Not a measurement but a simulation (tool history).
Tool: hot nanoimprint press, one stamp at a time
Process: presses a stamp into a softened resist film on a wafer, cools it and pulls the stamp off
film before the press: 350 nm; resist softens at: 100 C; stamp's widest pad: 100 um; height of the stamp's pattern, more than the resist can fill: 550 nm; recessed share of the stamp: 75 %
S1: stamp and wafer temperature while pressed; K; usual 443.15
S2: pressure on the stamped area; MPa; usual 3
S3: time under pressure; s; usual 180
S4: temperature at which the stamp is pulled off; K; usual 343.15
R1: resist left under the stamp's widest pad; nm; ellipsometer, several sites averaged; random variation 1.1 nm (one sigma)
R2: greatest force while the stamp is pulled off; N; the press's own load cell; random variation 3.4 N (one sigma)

Run 1, day 0: usual settings. Result: R1 168.4 nm, R2 183 N.
Run 2, day 0.429: usual settings. Result: R1 167.5 nm, R2 180 N.
Run 3, day 0.833: usual settings. Result: R1 168.7 nm, R2 186 N.
Run 4, day 1.283: usual settings but S3 135 s. Result: R1 186 nm, R2 191 N.
Run 5, day 1.75: usual settings but S3 135 s. Result: R1 185.3 nm, R2 192 N.
Run 6, day 2.175: usual settings. Result: R1 168.2 nm, R2 188 N.
Run 7, day 2.492: usual settings. Result: R1 168 nm, R2 197 N.
Run 8, day 3: usual settings. Result: R1 167.4 nm, R2 189 N.
Run 9, day 3.408: usual settings but S1 449.15 K, S2 2.59 MPa. Result: R1 145.4 nm, R2 201 N.
Run 10, day 3.688: usual settings but S1 449.15 K, S2 2.59 MPa. Result: R1 144.8 nm, R2 200 N.
Run 11, day 4.229: usual settings but S1 450.15 K, S2 2.59 MPa, S3 187 s. Result: R1 140.4 nm, R2 206 N.
At day 4.9: stamp cleaned and given a new release coat.
Run 12, day 5.117: usual settings but S1 453.15 K, S2 1.88 MPa, S3 187 s. Result: R1 145.5 nm, R2 164 N.
Run 13, day 5.646: usual settings but S1 453.15 K, S2 1.88 MPa, S3 187 s. Result: R1 145.9 nm, R2 169 N.
Run 14, day 5.954: usual settings but S1 444.15 K, S2 2.34 MPa, S3 92 s, S4 334.15 K. Result: R1 222.7 nm, R2 198 N.
Run 15, day 6.321: usual settings but S1 444.15 K, S2 2.34 MPa, S3 92 s, S4 334.15 K. Result: R1 219.2 nm, R2 203 N.

Forecast each of these 4 alternatives for the next run:
Run A, day 6.858: usual settings but S1 434.15 K, S2 2.34 MPa, S3 317 s, S4 350.15 K. Result: R1 ?, R2 ?.
Run B, day 6.858: usual settings but S1 453.15 K, S2 3.77 MPa, S3 92 s, S4 334.15 K. Result: R1 ?, R2 ?.
Run C, day 6.858: usual settings but S1 440.15 K, S2 2.34 MPa, S3 92 s, S4 334.15 K. Result: R1 ?, R2 ?.
Run D, day 6.858: usual settings but S1 444.15 K, S2 2.34 MPa, S3 92 s, S4 347.15 K. Result: R1 ?, R2 ?.

run     R1   R2
  A  208.3  151
  B  137.7  207
  C  247.2  202
  D  221.9  161
Without the tool's hidden state the same runs would have given:
run     R1   R2
  A    218  148
  B  143.3  202
  C  255.5  197
  D  230.2  158

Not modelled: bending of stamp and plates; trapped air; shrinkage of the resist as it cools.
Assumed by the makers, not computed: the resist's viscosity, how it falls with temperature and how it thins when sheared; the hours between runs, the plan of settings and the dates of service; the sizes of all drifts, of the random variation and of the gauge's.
